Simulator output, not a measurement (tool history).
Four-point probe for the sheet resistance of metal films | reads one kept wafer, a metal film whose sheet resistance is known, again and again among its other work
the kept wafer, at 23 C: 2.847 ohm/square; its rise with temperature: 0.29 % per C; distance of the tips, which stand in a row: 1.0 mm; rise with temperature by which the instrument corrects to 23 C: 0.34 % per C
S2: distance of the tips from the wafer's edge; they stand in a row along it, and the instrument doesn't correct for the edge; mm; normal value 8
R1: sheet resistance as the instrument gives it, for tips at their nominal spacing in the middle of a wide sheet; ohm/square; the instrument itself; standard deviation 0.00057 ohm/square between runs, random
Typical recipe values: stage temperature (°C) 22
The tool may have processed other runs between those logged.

{"run": 1, "hour": 0.0, "stage temperature (°C)": 22, "S2": 8, "R1": 2.864204}
{"run": 2, "hour": 113.6, "stage temperature (°C)": 22, "S2": 8, "R1": 2.863796}
{"hour": 155.5, "done": "stage's thermometer calibrated"}
{"run": 3, "hour": 167.2, "stage temperature (°C)": 22, "S2": 8, "R1": 2.866476}
{"run": 4, "hour": 230.8, "stage temperature (°C)": 22, "S2": 8, "R1": 2.865674}
{"run": 5, "hour": 344.4, "stage temperature (°C)": 22, "S2": 8, "R1": 2.863267}
{"run": 6, "hour": 412.0, "stage temperature (°C)": 22, "S2": 4, "R1": 2.932822}
{"run": 7, "hour": 482.4, "stage temperature (°C)": 22, "S2": 8, "R1": 2.864203}
{"run": 8, "hour": 535.3, "stage temperature (°C)": 22, "S2": 8, "R1": 2.862568}
{"run": 9, "hour": 637.8, "stage temperature (°C)": 31, "S2": 16, "R1": 2.83208}

Expected results for the next run?
{"run": 10, "hour": 746.3, "stage temperature (°C)": 31, "S2": 16, "R1": "?"}

R1: 2.830637 ohm/square
With no hidden state in the tool, this same run would have given R1 2.842005 ohm/square.
